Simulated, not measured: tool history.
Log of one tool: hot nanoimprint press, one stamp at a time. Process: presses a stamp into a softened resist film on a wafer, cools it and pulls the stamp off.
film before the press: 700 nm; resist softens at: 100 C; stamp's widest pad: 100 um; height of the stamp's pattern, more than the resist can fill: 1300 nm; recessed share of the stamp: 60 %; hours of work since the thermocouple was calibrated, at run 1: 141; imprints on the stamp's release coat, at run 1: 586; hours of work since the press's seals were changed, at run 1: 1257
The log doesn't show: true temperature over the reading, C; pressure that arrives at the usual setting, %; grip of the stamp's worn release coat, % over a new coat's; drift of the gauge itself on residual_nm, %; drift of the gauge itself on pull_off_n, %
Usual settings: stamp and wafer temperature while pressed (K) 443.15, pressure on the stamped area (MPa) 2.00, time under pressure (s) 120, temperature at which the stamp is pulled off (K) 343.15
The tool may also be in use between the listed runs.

run,day,stamp and wafer temperature while pressed (K),pressure on the stamped area (MPa),time under pressure (s),temperature at which the stamp is pulled off (K),hours of work since the thermocouple was calibrated,imprints on the stamp's release coat,hours of work since the press's seals were changed,resist left under the stamp's widest pad (Å),greatest force while the stamp is pulled off (N)
1,0.000,443.15,2.00,120,343.15,141,586,1257,2483,91
# day 1.596: stamp cleaned and given a new release coat
2,1.933,443.15,2.00,120,343.15,165,38,1282,2473,91
3,4.521,443.15,2.00,120,343.15,202,333,1319,2468,93
4,7.050,443.15,2.00,120,343.15,238,622,1355,2481,90
# day 8.346: stamp cleaned and given a new release coat
5,9.883,443.15,2.00,120,343.15,275,175,1392,2488,91
# day 10.888: press's hydraulic seals changed and the load cell set to zero
# day 12.746: plate thermocouple calibrated
6,13.275,443.15,2.00,120,343.15,8,510,32,2450,94
# day 15.371: stamp cleaned and given a new release coat
7,15.388,443.15,2.00,120,343.15,34,2,59,2454,89
8,17.662,443.15,2.00,74,343.15,67,261,92,2941,94
9,20.242,443.15,2.00,74,343.15,104,556,129,2929,94
# day 22.138: stamp cleaned and given a new release coat
10,23.188,443.15,2.00,74,343.15,142,120,167,2910,93
11,25.562,443.15,2.00,74,343.15,176,391,201,2931,96
12,26.962,443.15,2.00,120,343.15,196,551,221,2456,93
13,28.275,443.15,2.00,120,343.15,215,701,240,2445,96
# day 28.738: stamp cleaned and given a new release coat
14,30.550,443.15,1.73,120,343.15,244,207,269,2650,90
15,31.812,443.15,2.00,137,343.15,262,351,287,2334,93
16,34.821,443.15,2.33,69,330.15,305,695,330,2788,121
# day 35.333: plate thermocouple calibrated
# day 35.583: stamp cleaned and given a new release coat
17,36.575,443.15,1.30,205,330.15,14,113,350,2478,122
18,38.296,443.15,2.00,212,333.15,39,310,375,1936,116
19,40.354,453.15,2.00,216,343.15,68,545,404,1420,90
# day 42.171: stamp cleaned and given a new release coat
20,42.758,445.15,1.31,178,332.15,99,68,435,2461,118
21,45.567,451.15,2.78,117,334.15,139,388,475,1583,112
22,47.679,451.15,2.78,117,334.15,170,629,505,1594,118
# day 48.721: stamp cleaned and given a new release coat
23,50.625,451.15,2.78,117,334.15,208,217,544,1607,114
24,52.167,451.15,2.78,117,334.15,230,393,566,1595,113
25,54.262,451.15,3.10,147,334.15,260,632,596,1358,113
# day 55.392: stamp cleaned and given a new release coat
# day 55.704: gauge calibrated
26,56.304,451.15,2.09,147,334.15,286,104,622,1747,111
# day 58.096: plate thermocouple calibrated
27,58.100,447.15,2.00,120,343.15,0,295,646,2196,94
28,60.867,447.15,2.00,120,343.15,40,611,685,2191,92
# day 62.158: stamp cleaned and given a new release coat
29,63.688,432.15,1.59,70,344.15,77,174,722,4580,89

Forecast each of these 4 alternatives for the next run:
A,65.854,436.15,1.59,70,344.15,108,422,753,?,?
B,65.854,440.15,2.54,131,344.15,108,422,753,?,?
C,65.854,443.15,2.00,124,330.15,108,422,753,?,?
D,65.854,440.15,2.00,120,331.15,108,422,753,?,?

run,resist left under the stamp's widest pad (Å),greatest force while the stamp is pulled off (N)
A,4133,91
B,2332,90
C,2468,124
D,2722,116
Without the tool's hidden state the same runs would have given:
run,resist left under the stamp's widest pad (Å),greatest force while the stamp is pulled off (N)
A,4150,91
B,2340,89
C,2478,123
D,2732,115
